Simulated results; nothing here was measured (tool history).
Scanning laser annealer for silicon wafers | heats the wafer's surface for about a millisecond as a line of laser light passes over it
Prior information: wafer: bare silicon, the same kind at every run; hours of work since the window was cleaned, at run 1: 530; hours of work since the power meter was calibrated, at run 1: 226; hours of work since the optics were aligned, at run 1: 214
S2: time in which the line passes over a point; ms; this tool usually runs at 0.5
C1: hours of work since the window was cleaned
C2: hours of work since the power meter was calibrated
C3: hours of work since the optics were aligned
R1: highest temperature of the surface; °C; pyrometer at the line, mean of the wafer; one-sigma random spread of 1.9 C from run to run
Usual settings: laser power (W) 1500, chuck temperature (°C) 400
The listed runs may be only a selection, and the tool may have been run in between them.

Run 1, hour 0: usual settings; C1 530; C2 226; C3 214. Result: R1 1084 °C.
Run 2, hour 60.8: usual settings but S2 0.555 ms; C1 571; C2 267; C3 255. Result: R1 1123 °C.
Run 3, hour 136.2: usual settings but S2 0.555 ms; C1 622; C2 318; C3 306. Result: R1 1121 °C.
Run 4, hour 209.5: usual settings but S2 0.555 ms; C1 671; C2 367; C3 355. Result: R1 1118 °C.
Run 5, hour 289.5: usual settings but S2 0.555 ms; C1 725; C2 421; C3 409. Result: R1 1114 °C.
At hour 297.1: window over the wafer cleaned.
Run 6, hour 366.8: usual settings but S2 0.555 ms; C1 47; C2 471; C3 459. Result: R1 1148 °C.
Run 7, hour 439.6: usual settings but S2 0.555 ms; C1 96; C2 520; C3 508. Result: R1 1147 °C.
Run 8, hour 518.9: usual settings but S2 0.555 ms; C1 149; C2 573; C3 561. Result: R1 1143 °C.
Run 9, hour 584.7: usual settings but S2 0.555 ms; C1 193; C2 618; C3 606. Result: R1 1142 °C.
Run 10, hour 652.2: usual settings but S2 0.555 ms; C1 238; C2 663; C3 651. Result: R1 1137 °C.
Run 11, hour 709.2: usual settings but S2 0.555 ms; C1 277; C2 701; C3 689. Result: R1 1137 °C.
Run 12, hour 774.5: usual settings; C1 321; C2 745; C3 733. Result: R1 1091 °C.
Run 13, hour 840.1: usual settings; C1 364; C2 789; C3 777. Result: R1 1085 °C.
Run 14, hour 920.7: usual settings; C1 419; C2 843; C3 831. Result: R1 1085 °C.
Run 15, hour 990.7: usual settings but chuck temperature (°C) 407; C1 466; C2 890; C3 878. Result: R1 1082 °C.
Run 16, hour 1034.6: usual settings but chuck temperature (°C) 407; C1 495; C2 920; C3 908. Result: R1 1086 °C.
Run 17, hour 1095.6: usual settings but chuck temperature (°C) 407; C1 536; C2 961; C3 949. Result: R1 1086 °C.
Run 18, hour 1180.1: usual settings but chuck temperature (°C) 407; C1 593; C2 1017; C3 1005. Result: R1 1081 °C.
At hour 1190.6: optics aligned, line set to its width.
Run 19, hour 1272.7: usual settings but chuck temperature (°C) 440; C1 652; C2 1076; C3 55. Result: R1 1106 °C.
Run 20, hour 1360.9: usual settings but chuck temperature (°C) 397; C1 711; C2 1135; C3 114. Result: R1 1066 °C.
At hour 1389.3: window over the wafer cleaned.
Run 21, hour 1429.3: usual settings but laser power (W) 1596; C1 27; C2 1180; C3 159. Result: R1 1160 °C.
Run 22, hour 1478.4: usual settings but laser power (W) 1596, S2 0.431 ms; C1 60; C2 1213; C3 192. Result: R1 1095 °C.
Run 23, hour 1520.8: usual settings but laser power (W) 1596, S2 0.431 ms, chuck temperature (°C) 394; C1 88; C2 1241; C3 220. Result: R1 1086 °C.
Run 24, hour 1602.3: usual settings but laser power (W) 1531, S2 0.431 ms, chuck temperature (°C) 385; C1 143; C2 1296; C3 275. Result: R1 1042 °C.
Run 25, hour 1650.6: usual settings but S2 0.393 ms, chuck temperature (°C) 377; C1 175; C2 1328; C3 307. Result: R1 981 °C.
At hour 1659.2: optics aligned, line set to its width, once more.
Run 26, hour 1721.9: usual settings but S2 0.393 ms, chuck temperature (°C) 377; C1 220; C2 1373; C3 42. Result: R1 985 °C.
Run 27, hour 1800.2: usual settings but laser power (W) 1405, S2 0.381 ms, chuck temperature (°C) 414; C1 273; C2 1426; C3 95. Result: R1 961 °C.
Run 28, hour 1857.6: usual settings but laser power (W) 1405, S2 0.381 ms, chuck temperature (°C) 414; C1 311; C2 1464; C3 133. Result: R1 964 °C.
Run 29, hour 1937.4: usual settings but laser power (W) 1445; C1 365; C2 1518; C3 187. Result: R1 1062 °C.
Run 30, hour 1997.3: usual settings but laser power (W) 1645, S2 0.535 ms, chuck temperature (°C) 416; C1 405; C2 1558; C3 227. Result: R1 1219 °C.
Run 31, hour 2056.9: usual settings but laser power (W) 1645, S2 0.535 ms, chuck temperature (°C) 416; C1 445; C2 1598; C3 267. Result: R1 1220 °C.
Run 32, hour 2134.5: usual settings but laser power (W) 1645, S2 0.535 ms, chuck temperature (°C) 416; C1 497; C2 1650; C3 319. Result: R1 1217 °C.
Run 33, hour 2191.2: usual settings but laser power (W) 1645, S2 0.535 ms, chuck temperature (°C) 416; C1 535; C2 1688; C3 357. Result: R1 1216 °C.
Run 34, hour 2251.1: usual settings but laser power (W) 1626, S2 0.454 ms, chuck temperature (°C) 428; C1 575; C2 1728; C3 397. Result: R1 1139 °C.
Run 35, hour 2330.5: usual settings but laser power (W) 1626, S2 0.454 ms, chuck temperature (°C) 428; C1 628; C2 1781; C3 451. Result: R1 1139 °C.
Run 36, hour 2373.5: usual settings but laser power (W) 1451, S2 0.502 ms, chuck temperature (°C) 428; C1 657; C2 1810; C3 479. Result: R1 1080 °C.
Run 37, hour 2420.8: usual settings but laser power (W) 1451, S2 0.502 ms, chuck temperature (°C) 428; C1 689; C2 1842; C3 511. Result: R1 1079 °C.
Run 38, hour 2471.1: usual settings but laser power (W) 1451, S2 0.502 ms, chuck temperature (°C) 428; C1 723; C2 1876; C3 545. Result: R1 1075 °C.
At hour 2480.2: window over the wafer cleaned.
Run 39, hour 2524.3: usual settings but laser power (W) 1315, S2 0.357 ms, chuck temperature (°C) 361; C1 30; C2 1910; C3 579. Result: R1 852 °C.
Run 40, hour 2586.4: usual settings but laser power (W) 1315, S2 0.357 ms, chuck temperature (°C) 361; C1 71; C2 1952; C3 621. Result: R1 856 °C.
Run 41, hour 2652.2: usual settings but laser power (W) 1315, S2 0.422 ms, chuck temperature (°C) 361; C1 115; C2 1996; C3 665. Result: R1 906 °C.
Run 42, hour 2729.1: usual settings but laser power (W) 1627, S2 0.422 ms, chuck temperature (°C) 433; C1 167; C2 2048; C3 717. Result: R1 1137 °C.

Forecast each of these 3 alternatives for the next run:
Run A, hour 2807: usual settings but laser power (W) 1299, S2 0.393 ms, chuck temperature (°C) 393; C1 219; C2 2100; C3 769. Result: R1 ?.
Run B, hour 2807: usual settings but laser power (W) 1496, S2 0.401 ms, chuck temperature (°C) 433; C1 219; C2 2100; C3 769. Result: R1 ?.
Run C, hour 2807: usual settings but chuck temperature (°C) 361; C1 219; C2 2100; C3 769. Result: R1 ?.

run    R1
  A   902
  B  1041
  C  1061
Without the tool's unlogged condition, the same runs would have read:
run    R1
  A   907
  B  1048
  C  1069

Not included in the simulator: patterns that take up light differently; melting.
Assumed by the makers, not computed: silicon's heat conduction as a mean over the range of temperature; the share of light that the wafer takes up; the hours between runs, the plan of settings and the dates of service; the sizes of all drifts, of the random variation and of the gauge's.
